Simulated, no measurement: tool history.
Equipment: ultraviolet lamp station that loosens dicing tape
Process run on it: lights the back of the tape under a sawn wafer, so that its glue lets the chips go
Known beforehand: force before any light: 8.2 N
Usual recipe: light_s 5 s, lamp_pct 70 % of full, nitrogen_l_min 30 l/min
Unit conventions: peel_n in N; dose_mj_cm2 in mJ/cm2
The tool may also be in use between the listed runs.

| run | hour | light_s | lamp_pct | nitrogen_l_min | peel_n | dose_mj_cm2 |
|---|---|---|---|---|---|---|
| 1 | 0 | 5 | 70 | 30 | 1.816 | 179 |
| 2 | 37.6 | 5 | 70 | 30 | 1.816 | 179 |
| 3 | 56.8 | 5 | 70 | 30 | 1.887 | 176 |
| 4 | 94.6 | 5 | 70 | 30 | 1.951 | 174 |
| 5 | 137.3 | 5 | 70 | 30 | 1.942 | 173 |
| 6 | 170.3 | 5 | 70 | 30 | 2.007 | 171 |
| 7 | 216.1 | 5 | 70 | 10 | 2.941 | 164 |
|  | 229.1 | window cleaned of glue's vapour |
| 8 | 251.6 | 5 | 70 | 10 | 2.652 | 178 |
| 9 | 293.9 | 5 | 70 | 10 | 2.839 | 175 |
| 10 | 319.5 | 5 | 70 | 10 | 2.709 | 171 |
| 11 | 361.5 | 5 | 70 | 10 | 2.801 | 173 |
| 12 | 402.3 | 5 | 70 | 10 | 2.891 | 172 |
| 13 | 430 | 5 | 70 | 10 | 2.913 | 166 |
| 14 | 466.4 | 5 | 70 | 10 | 2.926 | 159 |
| 15 | 513.6 | 5 | 71 | 10 | 2.898 | 165 |
| 16 | 554.6 | 5 | 71 | 10 | 3.096 | 164 |
| 17 | 589.1 | 5 | 71 | 40 | 1.999 | 158 |
| 18 | 620 | 5 | 71 | 40 | 1.964 | 158 |
| 19 | 661.1 | 5 | 71 | 40 | 2.152 | 157 |
| 20 | 688.9 | 5 | 78 | 40 | 1.856 | 169 |
| 21 | 719.4 | 5 | 70 | 42 | 2.205 | 151 |
| 22 | 738.8 | 5 | 70 | 42 | 2.2 | 146 |
| 23 | 777.5 | 5 | 70 | 42 | 2.199 | 145 |
| 24 | 802.5 | 6 | 90 | 30 | 1.31 | 227 |
| 25 | 829.7 | 4 | 90 | 30 | 2.444 | 146 |
| 26 | 849.6 | 4 | 90 | 30 | 2.411 | 148 |
| 27 | 892.5 | 4 | 90 | 30 | 2.521 | 144 |
| 28 | 932.5 | 10 | 86 | 9 | 1.099 | 340 |
| 29 | 974.9 | 4 | 69 | 56 | 3.043 | 107 |
| 30 | 1000 | 2 | 63 | 10 | 6.131 | 49 |
| 31 | 1038.7 | 5 | 97 | 30 | 1.744 | 182 |
| 32 | 1074.9 | 8 | 67 | 30 | 1.595 | 197 |
| 33 | 1116.4 | 5 | 93 | 40 | 1.809 | 166 |
|  | 1119.7 | lamp changed |
| 34 | 1144.2 | 6 | 78 | 30 | 0.73 | 295 |
| 35 | 1185.6 | 10 | 70 | 33 | 0.29 | 439 |
| 36 | 1226.3 | 10 | 70 | 44 | 0.247 | 435 |
|  | 1253.2 | window cleaned of glue's vapour |
| 37 | 1272.5 | 8 | 70 | 16 | 0.674 | 375 |
| 38 | 1300.4 | 5 | 83 | 29 | 0.894 | 273 |
| 39 | 1341 | 3 | 83 | 44 | 1.857 | 161 |
| 40 | 1372.9 | 8 | 91 | 30 | 0.236 | 463 |
| 41 | 1415.3 | 3 | 70 | 23 | 2.891 | 132 |
| 42 | 1442.5 | 7 | 98 | 38 | 0.261 | 435 |
| 43 | 1485.9 | 7 | 98 | 38 | 0.299 | 424 |

Alternative continuations, all from the tool just after run 43; predict every row:
| A | 1531.4 | 5 | 66 | 27 | ? | ? |
| B | 1531.4 | 3 | 62 | 30 | ? | ? |
| C | 1531.4 | 7 | 80 | 38 | ? | ? |
| D | 1531.4 | 4 | 71 | 15 | ? | ? |

| run | peel_n | dose_mj_cm2 |
|---|---|---|
| A | 1.587 | 202 |
| B | 3.181 | 115 |
| C | 0.483 | 343 |
| D | 2.447 | 175 |
Take away the tool's hidden state, keep each run's random variation, and the runs would have read:
| run | peel_n | dose_mj_cm2 |
|---|---|---|
| A | 1.276 | 230 |
| B | 2.787 | 132 |
| C | 0.349 | 391 |
| D | 2.073 | 199 |
